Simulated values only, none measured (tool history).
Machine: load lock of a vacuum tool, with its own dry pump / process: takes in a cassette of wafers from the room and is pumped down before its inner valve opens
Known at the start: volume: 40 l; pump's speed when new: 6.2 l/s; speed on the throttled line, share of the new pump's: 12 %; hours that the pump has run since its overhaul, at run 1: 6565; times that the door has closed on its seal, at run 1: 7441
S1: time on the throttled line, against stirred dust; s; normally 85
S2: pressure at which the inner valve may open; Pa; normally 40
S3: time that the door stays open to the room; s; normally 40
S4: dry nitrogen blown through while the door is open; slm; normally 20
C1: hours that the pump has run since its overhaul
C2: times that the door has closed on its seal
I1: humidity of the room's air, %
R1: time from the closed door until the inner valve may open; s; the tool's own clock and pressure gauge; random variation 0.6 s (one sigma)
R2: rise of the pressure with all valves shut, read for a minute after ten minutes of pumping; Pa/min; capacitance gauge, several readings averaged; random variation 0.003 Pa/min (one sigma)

run 1 day=0.000 | S1=85 S2=40 S3=40 S4=20 | C1=6565 C2=7441 | I1=47.1 | R1=128.8 R2=0.049
run 2 day=6.775 | S1=85 S2=40 S3=40 S4=20 | C1=6728 C2=7928 | I1=42.0 | R1=130.1 R2=0.054
run 3 day=11.667 | S1=144 S2=40 S3=40 S4=20 | C1=6845 C2=8280 | I1=42.2 | R1=179.8 R2=0.049
run 4 day=15.942 | S1=144 S2=40 S3=40 S4=20 | C1=6948 C2=8588 | I1=43.9 | R1=181.0 R2=0.052
run 5 day=20.979 | S1=144 S2=40 S3=40 S4=20 | C1=7069 C2=8950 | I1=44.9 | R1=182.2 R2=0.050
run 6 day=25.646 | S1=144 S2=40 S3=33 S4=24 | C1=7181 C2=9285 | I1=46.6 | R1=181.9 R2=0.051
run 7 day=32.575 | S1=48 S2=45 S3=40 S4=14 | C1=7347 C2=9784 | I1=43.0 | R1=96.8 R2=0.061
run 8 day=39.371 | S1=141 S2=76 S3=45 S4=36 | C1=7510 C2=10272 | I1=49.0 | R1=175.2 R2=0.058
run 9 day=43.967 | S1=89 S2=61 S3=40 S4=20 | C1=7620 C2=10603 | I1=43.9 | R1=131.1 R2=0.058
run 10 day=49.408 | S1=78 S2=56 S3=87 S4=7 | C1=7751 C2=10994 | I1=44.7 | R1=120.9 R2=0.097

Same runs, no hidden state in the tool, same run-to-run variation:
The hidden state here: pump's speed, % of a new pump's; leak at the door's seal, Pa l/s; drift of the gauge itself on ready_s, %; drift of the gauge itself on rise_pa_min, %.
run=1 R1=124.5 R2=0.028
run=2 R1=125.6 R2=0.032
run=3 R1=176.1 R2=0.025
run=4 R1=177.2 R2=0.028
run=5 R1=178.3 R2=0.024
run=6 R1=177.9 R2=0.024
run=7 R1=91.5 R2=0.033
run=8 R1=171.5 R2=0.028
run=9 R1=126.3 R2=0.026
run=10 R1=116.0 R2=0.063

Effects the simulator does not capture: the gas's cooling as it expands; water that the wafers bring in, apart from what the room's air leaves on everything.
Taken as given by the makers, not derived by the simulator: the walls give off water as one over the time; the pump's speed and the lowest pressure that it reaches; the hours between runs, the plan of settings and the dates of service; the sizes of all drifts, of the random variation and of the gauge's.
